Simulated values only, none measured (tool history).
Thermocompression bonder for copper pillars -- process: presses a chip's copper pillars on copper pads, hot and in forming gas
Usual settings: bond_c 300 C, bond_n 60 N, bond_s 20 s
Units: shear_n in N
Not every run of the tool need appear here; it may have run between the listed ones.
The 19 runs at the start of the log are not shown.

Run 20, hour 185.8: usual settings. Result: shear_n 58.7 N.
Run 21, hour 195.9: usual settings. Result: shear_n 58.3 N.
Run 22, hour 204.1: usual settings but bond_c 321 C, bond_n 77 N, bond_s 16 s. Result: shear_n 76 N.
Run 23, hour 213.9: usual settings but bond_c 321 C, bond_n 77 N, bond_s 16 s. Result: shear_n 77 N.
Run 24, hour 220.1: usual settings but bond_c 321 C, bond_n 77 N, bond_s 16 s. Result: shear_n 77.6 N.
Run 25, hour 230.1: usual settings but bond_c 321 C, bond_n 77 N, bond_s 16 s. Result: shear_n 76.2 N.
Run 26, hour 238.9: usual settings but bond_c 321 C, bond_n 77 N, bond_s 16 s. Result: shear_n 74.9 N.
Run 27, hour 246: usual settings but bond_c 321 C, bond_n 77 N, bond_s 16 s. Result: shear_n 76.2 N.
Run 28, hour 254.3: usual settings but bond_c 321 C, bond_n 77 N, bond_s 16 s. Result: shear_n 77.7 N.
Run 29, hour 264.2: usual settings but bond_c 289 C, bond_n 54 N. Result: shear_n 47.4 N.
Run 30, hour 272.3: usual settings but bond_n 59 N, bond_s 32 s. Result: shear_n 68 N.
Run 31, hour 282.1: usual settings but bond_c 309 C, bond_n 46 N, bond_s 39 s. Result: shear_n 71.1 N.
Run 32, hour 295: usual settings but bond_n 81 N, bond_s 14 s. Result: shear_n 59 N.
Run 33, hour 303.8: usual settings but bond_c 296 C, bond_n 45 N, bond_s 15 s. Result: shear_n 42 N.
Run 34, hour 313.1: usual settings but bond_c 324 C, bond_n 45 N, bond_s 44 s. Result: shear_n 85.5 N.
Run 35, hour 323.8: usual settings but bond_c 325 C, bond_n 68 N, bond_s 32 s. Result: shear_n 91.3 N.
Run 36, hour 331.4: usual settings but bond_c 316 C, bond_n 80 N, bond_s 59 s. Result: shear_n 101.2 N.
Run 37, hour 339.6: usual settings but bond_c 316 C, bond_n 80 N, bond_s 59 s. Result: shear_n 103 N.
Run 38, hour 346.5: usual settings but bond_n 37 N. Result: shear_n 44.6 N.
Run 39, hour 355.4: usual settings but bond_c 308 C, bond_n 37 N, bond_s 26 s. Result: shear_n 55.6 N.

Each row is a separate what-if for the run after 39, all from the same tool condition, not one after another. Results?
Run A, hour 361.8: usual settings but bond_c 308 C, bond_n 59 N, bond_s 26 s. Result: shear_n ?.
Run B, hour 361.8: usual settings but bond_c 322 C, bond_n 37 N, bond_s 26 s. Result: shear_n ?.
Run C, hour 361.8: usual settings but bond_c 288 C. Result: shear_n ?.
Run D, hour 361.8: usual settings but bond_s 27 s. Result: shear_n ?.
Run E, hour 361.8: usual settings but bond_n 54 N. Result: shear_n ?.

run  shear_n
  A     69.3
  B       65
  C     50.3
  D     64.4
  E     54.8
What these runs would have given with no unlogged condition in the tool:
run  shear_n
  A     69.5
  B     65.1
  C     50.4
  D     64.6
  E       55
